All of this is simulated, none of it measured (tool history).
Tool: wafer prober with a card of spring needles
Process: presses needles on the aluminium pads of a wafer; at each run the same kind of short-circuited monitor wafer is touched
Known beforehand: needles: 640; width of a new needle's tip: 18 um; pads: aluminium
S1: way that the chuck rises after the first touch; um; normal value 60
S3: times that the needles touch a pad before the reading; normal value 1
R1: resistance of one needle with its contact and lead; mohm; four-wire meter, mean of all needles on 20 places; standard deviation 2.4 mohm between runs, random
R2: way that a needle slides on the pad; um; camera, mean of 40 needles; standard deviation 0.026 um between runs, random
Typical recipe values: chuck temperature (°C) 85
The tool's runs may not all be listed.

run 1 hour=0.0 | S1=60 chuck_temperature_(°C)=85 S3=1 | R1=275 R2=13.89
-- hour=15.7 tips cleaned on abrasive film
run 2 hour=30.8 | S1=60 chuck_temperature_(°C)=85 S3=1 | R1=274 R2=13.83
-- hour=46.6 tips cleaned on abrasive film
run 3 hour=66.6 | S1=60 chuck_temperature_(°C)=85 S3=1 | R1=269 R2=13.81
-- hour=74.9 tips cleaned on abrasive film
run 4 hour=96.5 | S1=60 chuck_temperature_(°C)=85 S3=1 | R1=269 R2=13.78
-- hour=103.4 tips cleaned on abrasive film
run 5 hour=121.1 | S1=60 chuck_temperature_(°C)=85 S3=3 | R1=271 R2=13.77
-- hour=132.9 tips cleaned on abrasive film
-- hour=161.6 tips cleaned on abrasive film
run 6 hour=170.8 | S1=47 chuck_temperature_(°C)=85 S3=1 | R1=275 R2=10.76
-- hour=192.5 tips cleaned on abrasive film
run 7 hour=217.9 | S1=60 chuck_temperature_(°C)=85 S3=1 | R1=269 R2=13.81
-- hour=221.9 tips cleaned on abrasive film
-- hour=231.3 height of the first contact set anew
run 8 hour=249.1 | S1=60 chuck_temperature_(°C)=85 S3=1 | R1=272 R2=13.71
-- hour=253.1 tips cleaned on abrasive film
-- hour=283.3 tips cleaned on abrasive film
run 9 hour=298.4 | S1=60 chuck_temperature_(°C)=85 S3=1 | R1=271 R2=13.70
-- hour=314.5 tips cleaned on abrasive film
run 10 hour=341.8 | S1=60 chuck_temperature_(°C)=85 S3=1 | R1=269 R2=13.71
-- hour=345.0 tips cleaned on abrasive film
run 11 hour=369.6 | S1=60 chuck_temperature_(°C)=85 S3=1 | R1=268 R2=13.75
-- hour=374.1 tips cleaned on abrasive film
-- hour=402.2 tips cleaned on abrasive film
run 12 hour=421.2 | S1=60 chuck_temperature_(°C)=85 S3=1 | R1=268 R2=13.72
-- hour=431.0 tips cleaned on abrasive film
-- hour=462.7 tips cleaned on abrasive film
run 13 hour=472.0 | S1=60 chuck_temperature_(°C)=85 S3=1 | R1=270 R2=13.69
-- hour=493.9 tips cleaned on abrasive film
run 14 hour=512.2 | S1=60 chuck_temperature_(°C)=49 S3=1 | R1=261 R2=13.63
-- hour=521.7 tips cleaned on abrasive film
-- hour=550.7 tips cleaned on abrasive film
run 15 hour=569.2 | S1=60 chuck_temperature_(°C)=49 S3=1 | R1=258 R2=13.63
-- hour=580.5 tips cleaned on abrasive film
run 16 hour=606.9 | S1=79 chuck_temperature_(°C)=49 S3=1 | R1=253 R2=17.95
-- hour=611.8 tips cleaned on abrasive film
-- hour=630.6 height of the first contact set anew
run 17 hour=630.6 | S1=79 chuck_temperature_(°C)=49 S3=1 | R1=253 R2=17.97
-- hour=642.8 tips cleaned on abrasive film
-- hour=674.0 tips cleaned on abrasive film
run 18 hour=680.1 | S1=79 chuck_temperature_(°C)=49 S3=1 | R1=251 R2=17.92
-- hour=703.4 tips cleaned on abrasive film
run 19 hour=707.7 | S1=60 chuck_temperature_(°C)=26 S3=1 | R1=247 R2=13.58
-- hour=732.8 tips cleaned on abrasive film
run 20 hour=732.8 | S1=44 chuck_temperature_(°C)=40 S3=2 | R1=265 R2=9.96
-- hour=741.3 gauge calibrated
-- hour=760.9 tips cleaned on abrasive film
-- hour=788.8 tips cleaned on abrasive film
run 21 hour=788.8 | S1=50 chuck_temperature_(°C)=40 S3=3 | R1=262 R2=11.56
-- hour=820.0 tips cleaned on abrasive film
run 22 hour=836.1 | S1=62 chuck_temperature_(°C)=46 S3=2 | R1=260 R2=14.31
-- hour=850.7 tips cleaned on abrasive film
run 23 hour=862.4 | S1=62 chuck_temperature_(°C)=46 S3=2 | R1=260 R2=14.26
-- hour=879.9 tips cleaned on abrasive film
-- hour=908.0 tips cleaned on abrasive film
run 24 hour=915.3 | S1=47 chuck_temperature_(°C)=66 S3=2 | R1=269 R2=10.76
-- hour=936.4 tips cleaned on abrasive film
-- hour=964.6 tips cleaned on abrasive film
run 25 hour=965.5 | S1=44 chuck_temperature_(°C)=42 S3=1 | R1=265 R2=10.09

Here are 5 independent what-if runs from the current tool condition. What would each one return?
-- hour=992.3 tips cleaned on abrasive film
run A hour=993.4 | S1=44 chuck_temperature_(°C)=123 S3=1 | R1=? R2=?
-- hour=992.3 tips cleaned on abrasive film
run B hour=993.4 | S1=55 chuck_temperature_(°C)=29 S3=2 | R1=? R2=?
-- hour=992.3 tips cleaned on abrasive film
run C hour=993.4 | S1=50 chuck_temperature_(°C)=85 S3=1 | R1=? R2=?
-- hour=992.3 tips cleaned on abrasive film
run D hour=993.4 | S1=48 chuck_temperature_(°C)=96 S3=1 | R1=? R2=?
-- hour=992.3 tips cleaned on abrasive film
run E hour=993.4 | S1=60 chuck_temperature_(°C)=85 S3=1 | R1=? R2=?

run=A R1=288 R2=10.05
run=B R1=255 R2=12.56
run=C R1=275 R2=11.48
run=D R1=278 R2=11.02
run=E R1=266 R2=13.80
Take away the tool's hidden state, keep each run's random variation, and the runs would have read:
run=A R1=288 R2=10.12
run=B R1=255 R2=12.65
run=C R1=274 R2=11.56
run=D R1=278 R2=11.10
run=E R1=266 R2=13.90
